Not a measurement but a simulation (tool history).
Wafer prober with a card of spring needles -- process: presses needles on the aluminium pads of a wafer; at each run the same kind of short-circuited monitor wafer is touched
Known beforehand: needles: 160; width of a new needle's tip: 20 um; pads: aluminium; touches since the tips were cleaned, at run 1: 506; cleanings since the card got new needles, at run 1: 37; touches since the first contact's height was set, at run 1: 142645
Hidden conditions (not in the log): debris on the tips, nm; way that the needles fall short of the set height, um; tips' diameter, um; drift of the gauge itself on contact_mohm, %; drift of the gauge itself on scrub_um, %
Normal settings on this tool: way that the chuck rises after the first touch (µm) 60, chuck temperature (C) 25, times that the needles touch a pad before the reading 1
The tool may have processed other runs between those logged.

run	hour	way that the chuck rises after the first touch (µm)	chuck temperature (C)	times that the needles touch a pad before the reading	touches since the tips were cleaned	cleanings since the card got new needles	touches since the first contact's height was set	resistance of one needle with its contact and lead (mohm)	way that a needle slides on the pad (µm)
1	0	60	25	1	506	37	142645	267	10.55
# hour 13.6: tips cleaned on abrasive film
2	14.6	60	83	1	245	38	146290	276	10.62
# hour 27.8: tips cleaned on abrasive film
3	33.6	60	83	1	1460	39	151028	302	10.7
# hour 41.8: tips cleaned on abrasive film
# hour 56: tips cleaned on abrasive film
4	56	59	25	1	0	41	156605	252	10.32
5	68	56	25	1	3031	41	159636	356	9.77
# hour 70.3: tips cleaned on abrasive film
# hour 85.1: tips cleaned on abrasive film
6	89	60	25	1	980	43	164865	275	10.47
# hour 99.5: tips cleaned on abrasive film
7	111	60	25	1	2890	44	170365	330	10.57
# hour 113.8: tips cleaned on abrasive film
# hour 128.1: tips cleaned on abrasive film
8	133.1	60	25	1	1268	46	175872	295	10.45
# hour 142.7: tips cleaned on abrasive film
9	150	60	25	1	1815	47	180074	315	10.47
# hour 157: tips cleaned on abrasive film
# hour 171.5: tips cleaned on abrasive film
10	173.5	60	25	1	517	49	185939	263	10.36
# hour 185.3: tips cleaned on abrasive film
11	192.2	60	25	1	1736	50	190602	307	10.36
# hour 200.2: tips cleaned on abrasive film
12	204.8	60	25	1	1165	51	193758	284	10.29
# hour 215: tips cleaned on abrasive film
13	223.5	60	31	1	2125	52	198420	316	10.32
# hour 225.9: height of the first contact set anew
# hour 229.3: tips cleaned on abrasive film
14	241.7	60	31	1	3110	53	3950	364	9.59
# hour 243.3: tips cleaned on abrasive film
# hour 258.7: tips cleaned on abrasive film
15	261.2	60	31	1	642	55	8812	276	9.62
# hour 273.5: tips cleaned on abrasive film
16	277.5	60	25	1	990	56	12868	297	9.56
# hour 288.5: tips cleaned on abrasive film
# hour 292: height of the first contact set anew, once more
17	301.6	41	25	1	3204	57	2394	433	7.71
# hour 303.3: tips cleaned on abrasive film
18	317	60	62	1	3422	58	6237	348	11.29
# hour 318.3: tips cleaned on abrasive film
# hour 333.2: tips cleaned on abrasive film
19	338.1	62	25	1	1235	60	11507	285	11.61
# hour 348.6: tips cleaned on abrasive film
20	361.3	67	28	1	3212	61	17311	309	12.53
# hour 363.6: tips cleaned on abrasive film
21	375.8	67	28	2	3068	62	20922	284	12.44
# hour 377.5: tips cleaned on abrasive film
# hour 391.4: tips cleaned on abrasive film
22	393.2	60	25	3	440	64	25238	250	11.17
# hour 406.5: tips cleaned on abrasive film
23	406.8	60	25	3	68	65	28630	243	11.1
# hour 420.7: tips cleaned on abrasive film
24	421.8	60	25	3	258	66	32365	241	11.09
# hour 435.2: tips cleaned on abrasive film
25	444.3	60	25	3	2302	67	38019	266	11.18
# hour 450: tips cleaned on abrasive film
26	460.6	42	28	1	2665	68	42069	408	7.78
# hour 464.2: tips cleaned on abrasive film
# hour 478.7: tips cleaned on abrasive film
27	484.1	42	28	1	1348	70	47931	350	7.6
# hour 493.1: tips cleaned on abrasive film
28	502.9	45	25	1	2454	71	52625	405	8.11
# hour 507.8: tips cleaned on abrasive film
29	516.7	40	25	1	2250	72	56074	411	7.26
# hour 521.7: tips cleaned on abrasive film
30	534.3	40	25	1	3166	73	60472	461	7.29
# hour 536: tips cleaned on abrasive film
31	545.9	40	25	1	2494	74	63366	444	7.24
# hour 550.3: tips cleaned on abrasive film
32	559.8	40	25	1	2372	75	66821	420	7.23
# hour 565.2: tips cleaned on abrasive film
# hour 579.3: tips cleaned on abrasive film
33	579.3	49	70	1	0	77	71664	266	8.76

Take each entry between the runs: how does the hidden state at the last listed run before it differ from the hidden state at the first listed run after it?
Run 1 -> run 2: tips cleaned on abrasive film (hour 13.6)
  debris on the tips, nm: 29.5 -> 23.1; way that the needles fall short of the set height, um: 3.68 -> 3.79; tips' diameter, um: 21.29 -> 21.33
  measured minus no-state result, resistance of one needle with its contact and lead (mohm): +29 -> +22; way that a needle slides on the pad (µm): -0.69 -> -0.72
Run 2 -> run 3: tips cleaned on abrasive film (hour 27.8)
  debris on the tips, nm: 23.1 -> 57.9; way that the needles fall short of the set height, um: 3.79 -> 3.91; tips' diameter, um: 21.33 -> 21.37
  measured minus no-state result, resistance of one needle with its contact and lead (mohm): +22 -> +51; way that a needle slides on the pad (µm): -0.72 -> -0.74
Run 3 -> run 4: tips cleaned on abrasive film (hour 41.8); tips cleaned on abrasive film (hour 56)
  debris on the tips, nm: 57.9 -> 10; way that the needles fall short of the set height, um: 3.91 -> 4.16; tips' diameter, um: 21.37 -> 21.46
  measured minus no-state result, resistance of one needle with its contact and lead (mohm): +51 -> +12; way that a needle slides on the pad (µm): -0.74 -> -0.79
Run 5 -> run 6: tips cleaned on abrasive film (hour 70.3); tips cleaned on abrasive film (hour 85.1)
  debris on the tips, nm: 107.3 -> 40.8; way that the needles fall short of the set height, um: 4.16 -> 4.36; tips' diameter, um: 21.46 -> 21.53
  measured minus no-state result, resistance of one needle with its contact and lead (mohm): +117 -> +40; way that a needle slides on the pad (µm): -0.78 -> -0.83
Run 6 -> run 7: tips cleaned on abrasive film (hour 99.5)
  debris on the tips, nm: 40.8 -> 101.1; way that the needles fall short of the set height, um: 4.36 -> 4.46; tips' diameter, um: 21.53 -> 21.56
  measured minus no-state result, resistance of one needle with its contact and lead (mohm): +40 -> +97; way that a needle slides on the pad (µm): -0.83 -> -0.85
Run 7 -> run 8: tips cleaned on abrasive film (hour 113.8); tips cleaned on abrasive film (hour 128.1)
  debris on the tips, nm: 101.1 -> 56.6; way that the needles fall short of the set height, um: 4.46 -> 4.67; tips' diameter, um: 21.56 -> 21.63
  measured minus no-state result, resistance of one needle with its contact and lead (mohm): +97 -> +57; way that a needle slides on the pad (µm): -0.85 -> -0.89
Run 8 -> run 9: tips cleaned on abrasive film (hour 142.7)
  debris on the tips, nm: 56.6 -> 78.9; way that the needles fall short of the set height, um: 4.67 -> 4.79; tips' diameter, um: 21.63 -> 21.68
  measured minus no-state result, resistance of one needle with its contact and lead (mohm): +57 -> +79; way that a needle slides on the pad (µm): -0.89 -> -0.9
Run 9 -> run 10: tips cleaned on abrasive film (hour 157); tips cleaned on abrasive film (hour 171.5)
  debris on the tips, nm: 78.9 -> 27; way that the needles fall short of the set height, um: 4.79 -> 5.03; tips' diameter, um: 21.68 -> 21.76
  measured minus no-state result, resistance of one needle with its contact and lead (mohm): +79 -> +29; way that a needle slides on the pad (µm): -0.9 -> -0.95
Run 10 -> run 11: tips cleaned on abrasive film (hour 185.3)
  debris on the tips, nm: 27 -> 68.4; way that the needles fall short of the set height, um: 5.03 -> 5.1; tips' diameter, um: 21.76 -> 21.79
  measured minus no-state result, resistance of one needle with its contact and lead (mohm): +29 -> +70; way that a needle slides on the pad (µm): -0.95 -> -0.96
Run 11 -> run 12: tips cleaned on abrasive film (hour 200.2)
  debris on the tips, nm: 68.4 -> 49.3; way that the needles fall short of the set height, um: 5.1 -> 5.19; tips' diameter, um: 21.79 -> 21.82
  measured minus no-state result, resistance of one needle with its contact and lead (mohm): +70 -> +50; way that a needle slides on the pad (µm): -0.96 -> -0.98
Run 12 -> run 13: tips cleaned on abrasive film (hour 215)
  debris on the tips, nm: 49.3 -> 78.2; way that the needles fall short of the set height, um: 5.19 -> 5.29; tips' diameter, um: 21.82 -> 21.85
  measured minus no-state result, resistance of one needle with its contact and lead (mohm): +50 -> +80; way that a needle slides on the pad (µm): -0.98 -> -1
Run 13 -> run 14: height of the first contact set anew (hour 225.9); tips cleaned on abrasive film (hour 229.3)
  debris on the tips, nm: 78.2 -> 105.5; way that the needles fall short of the set height, um: 5.29 -> 9; tips' diameter, um: 21.85 -> 21.89
  measured minus no-state result, resistance of one needle with its contact and lead (mohm): +80 -> +123; way that a needle slides on the pad (µm): -1 -> -1.7
Run 14 -> run 15: tips cleaned on abrasive film (hour 243.3); tips cleaned on abrasive film (hour 258.7)
  debris on the tips, nm: 105.5 -> 30.3; way that the needles fall short of the set height, um: 9 -> 9.24; tips' diameter, um: 21.89 -> 21.97
  measured minus no-state result, resistance of one needle with its contact and lead (mohm): +123 -> +39; way that a needle slides on the pad (µm): -1.7 -> -1.76
Run 15 -> run 16: tips cleaned on abrasive film (hour 273.5)
  debris on the tips, nm: 30.3 -> 48.1; way that the needles fall short of the set height, um: 9.24 -> 9.33; tips' diameter, um: 21.97 -> 22
  measured minus no-state result, resistance of one needle with its contact and lead (mohm): +39 -> +60; way that a needle slides on the pad (µm): -1.76 -> -1.75
Run 16 -> run 17: tips cleaned on abrasive film (hour 288.5); height of the first contact set anew, once more (hour 292)
  debris on the tips, nm: 48.1 -> 105.1; way that the needles fall short of the set height, um: 9.33 -> 0; tips' diameter, um: 22 -> 22.04
  measured minus no-state result, resistance of one needle with its contact and lead (mohm): +60 -> +185; way that a needle slides on the pad (µm): -1.75 -> +0
Run 17 -> run 18: tips cleaned on abrasive film (hour 303.3)
  debris on the tips, nm: 105.1 -> 116; way that the needles fall short of the set height, um: 0 -> 0.1; tips' diameter, um: 22.04 -> 22.07
  measured minus no-state result, resistance of one needle with its contact and lead (mohm): +185 -> +97; way that a needle slides on the pad (µm): +0 -> -0.01
Run 18 -> run 19: tips cleaned on abrasive film (hour 318.3); tips cleaned on abrasive film (hour 333.2)
  debris on the tips, nm: 116 -> 56.6; way that the needles fall short of the set height, um: 0.1 -> 0.32; tips' diameter, um: 22.07 -> 22.15
  measured minus no-state result, resistance of one needle with its contact and lead (mohm): +97 -> +48; way that a needle slides on the pad (µm): -0.01 -> -0.06
Run 19 -> run 20: tips cleaned on abrasive film (hour 348.6)
  debris on the tips, nm: 56.6 -> 102.1; way that the needles fall short of the set height, um: 0.32 -> 0.44; tips' diameter, um: 22.15 -> 22.19
  measured minus no-state result, resistance of one needle with its contact and lead (mohm): +48 -> +74; way that a needle slides on the pad (µm): -0.06 -> -0.08
Run 20 -> run 21: tips cleaned on abrasive film (hour 363.6)
  debris on the tips, nm: 102.1 -> 109.3; way that the needles fall short of the set height, um: 0.44 -> 0.54; tips' diameter, um: 22.19 -> 22.23
  measured minus no-state result, resistance of one needle with its contact and lead (mohm): +74 -> +48; way that a needle slides on the pad (µm): -0.08 -> -0.1
Run 21 -> run 22: tips cleaned on abrasive film (hour 377.5); tips cleaned on abrasive film (hour 391.4)
  debris on the tips, nm: 109.3 -> 25.2; way that the needles fall short of the set height, um: 0.54 -> 0.76; tips' diameter, um: 22.23 -> 22.3
  measured minus no-state result, resistance of one needle with its contact and lead (mohm): +48 -> +10; way that a needle slides on the pad (µm): -0.1 -> -0.15
Run 22 -> run 23: tips cleaned on abrasive film (hour 406.5)
  debris on the tips, nm: 25.2 -> 11.4; way that the needles fall short of the set height, um: 0.76 -> 0.87; tips' diameter, um: 22.3 -> 22.34
  measured minus no-state result, resistance of one needle with its contact and lead (mohm): +10 -> +6; way that a needle slides on the pad (µm): -0.15 -> -0.16
Run 23 -> run 24: tips cleaned on abrasive film (hour 420.7)
  debris on the tips, nm: 11.4 -> 16.8; way that the needles fall short of the set height, um: 0.87 -> 0.95; tips' diameter, um: 22.34 -> 22.37
  measured minus no-state result, resistance of one needle with its contact and lead (mohm): +6 -> +8; way that a needle slides on the pad (µm): -0.16 -> -0.18
Run 24 -> run 25: tips cleaned on abrasive film (hour 435.2)
  debris on the tips, nm: 16.8 -> 82.2; way that the needles fall short of the set height, um: 0.95 -> 1.03; tips' diameter, um: 22.37 -> 22.4
  measured minus no-state result, resistance of one needle with its contact and lead (mohm): +8 -> +29; way that a needle slides on the pad (µm): -0.18 -> -0.2
Run 25 -> run 26: tips cleaned on abrasive film (hour 450)
  debris on the tips, nm: 82.2 -> 88.6; way that the needles fall short of the set height, um: 1.03 -> 1.12; tips' diameter, um: 22.4 -> 22.43
  measured minus no-state result, resistance of one needle with its contact and lead (mohm): +29 -> +161; way that a needle slides on the pad (µm): -0.2 -> -0.21
Run 26 -> run 27: tips cleaned on abrasive film (hour 464.2); tips cleaned on abrasive film (hour 478.7)
  debris on the tips, nm: 88.6 -> 54.2; way that the needles fall short of the set height, um: 1.12 -> 1.33; tips' diameter, um: 22.43 -> 22.5
  measured minus no-state result, resistance of one needle with its contact and lead (mohm): +161 -> +103; way that a needle slides on the pad (µm): -0.21 -> -0.25
Run 27 -> run 28: tips cleaned on abrasive film (hour 493.1)
  debris on the tips, nm: 54.2 -> 97.5; way that the needles fall short of the set height, um: 1.33 -> 1.45; tips' diameter, um: 22.5 -> 22.55
  measured minus no-state result, resistance of one needle with its contact and lead (mohm): +103 -> +160; way that a needle slides on the pad (µm): -0.25 -> -0.27
Run 28 -> run 29: tips cleaned on abrasive film (hour 507.8)
  debris on the tips, nm: 97.5 -> 81.3; way that the needles fall short of the set height, um: 1.45 -> 1.52; tips' diameter, um: 22.55 -> 22.57
  measured minus no-state result, resistance of one needle with its contact and lead (mohm): +160 -> +167; way that a needle slides on the pad (µm): -0.27 -> -0.28
Run 29 -> run 30: tips cleaned on abrasive film (hour 521.7)
  debris on the tips, nm: 81.3 -> 105.1; way that the needles fall short of the set height, um: 1.52 -> 1.64; tips' diameter, um: 22.57 -> 22.61
  measured minus no-state result, resistance of one needle with its contact and lead (mohm): +167 -> +218; way that a needle slides on the pad (µm): -0.28 -> -0.31
Run 30 -> run 31: tips cleaned on abrasive film (hour 536)
  debris on the tips, nm: 105.1 -> 91.9; way that the needles fall short of the set height, um: 1.64 -> 1.76; tips' diameter, um: 22.61 -> 22.65
  measured minus no-state result, resistance of one needle with its contact and lead (mohm): +218 -> +195; way that a needle slides on the pad (µm): -0.31 -> -0.33
Run 31 -> run 32: tips cleaned on abrasive film (hour 550.3)
  debris on the tips, nm: 91.9 -> 81.3; way that the needles fall short of the set height, um: 1.76 -> 1.86; tips' diameter, um: 22.65 -> 22.69
  measured minus no-state result, resistance of one needle with its contact and lead (mohm): +195 -> +173; way that a needle slides on the pad (µm): -0.33 -> -0.35
Run 32 -> run 33: tips cleaned on abrasive film (hour 565.2); tips cleaned on abrasive film (hour 579.3)
  debris on the tips, nm: 81.3 -> 8.6; way that the needles fall short of the set height, um: 1.86 -> 2.06; tips' diameter, um: 22.69 -> 22.76
  measured minus no-state result, resistance of one needle with its contact and lead (mohm): +173 -> +16; way that a needle slides on the pad (µm): -0.35 -> -0.39
